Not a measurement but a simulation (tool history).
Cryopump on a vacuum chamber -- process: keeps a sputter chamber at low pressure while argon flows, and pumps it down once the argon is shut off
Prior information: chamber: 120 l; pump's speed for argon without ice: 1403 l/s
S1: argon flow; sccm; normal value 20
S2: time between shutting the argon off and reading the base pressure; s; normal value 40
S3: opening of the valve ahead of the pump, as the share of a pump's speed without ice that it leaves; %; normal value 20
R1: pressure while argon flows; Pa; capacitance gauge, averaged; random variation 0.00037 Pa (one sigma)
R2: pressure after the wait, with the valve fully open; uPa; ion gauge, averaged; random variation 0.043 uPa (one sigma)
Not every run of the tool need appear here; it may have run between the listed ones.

run	hour	S1	S2	S3	R1	R2
1	0	20	40	20	0.1225	3.31
2	37.4	20	40	20	0.1216	3.32
3	54.7	20	40	20	0.1218	3.37
4	84.6	20	40	20	0.1222	3.39
5	110.6	20	40	20	0.1223	3.44
6	137.6	20	40	20	0.1217	3.37
7	171.4	39	40	20	0.2375	3.38
8	188.4	39	40	20	0.2388	3.48
9	213.9	20	24	20	0.1226	5.07
10	243.3	20	24	20	0.1226	4.91
11	275.9	17	203	20	0.1042	1.64
12	315.3	17	203	20	0.1044	1.56
# hour 321.9: leaking fittings of the chamber tightened, without venting
13	344.1	17	25	52	0.0406	4
14	363.6	24	82	52	0.0576	1.37
15	381.1	9	21	24	0.0457	4.67
16	405.9	33	30	20	0.2021	3.31
17	445.2	17	297	39	0.0542	0.61
18	469	17	297	39	0.0541	0.64

Consider 5 possible next runs. They are alternatives, not a sequence: every one starts from the tool as it was left by run 18. What does each give?
A	489.4	32	40	20	?	?
B	489.4	21	59	20	?	?
C	489.4	25	36	46	?	?
D	489.4	12	163	47	?	?
E	489.4	12	48	33	?	?

run	R1	R2
A	0.1969	2.6
B	0.1294	1.85
C	0.0687	2.83
D	0.0321	0.83
E	0.045	2.31
With no hidden state in the tool, these same runs would have given:
run	R1	R2
A	0.193	2.55
B	0.1268	1.8
C	0.0657	2.78
D	0.0306	0.78
E	0.0436	2.26

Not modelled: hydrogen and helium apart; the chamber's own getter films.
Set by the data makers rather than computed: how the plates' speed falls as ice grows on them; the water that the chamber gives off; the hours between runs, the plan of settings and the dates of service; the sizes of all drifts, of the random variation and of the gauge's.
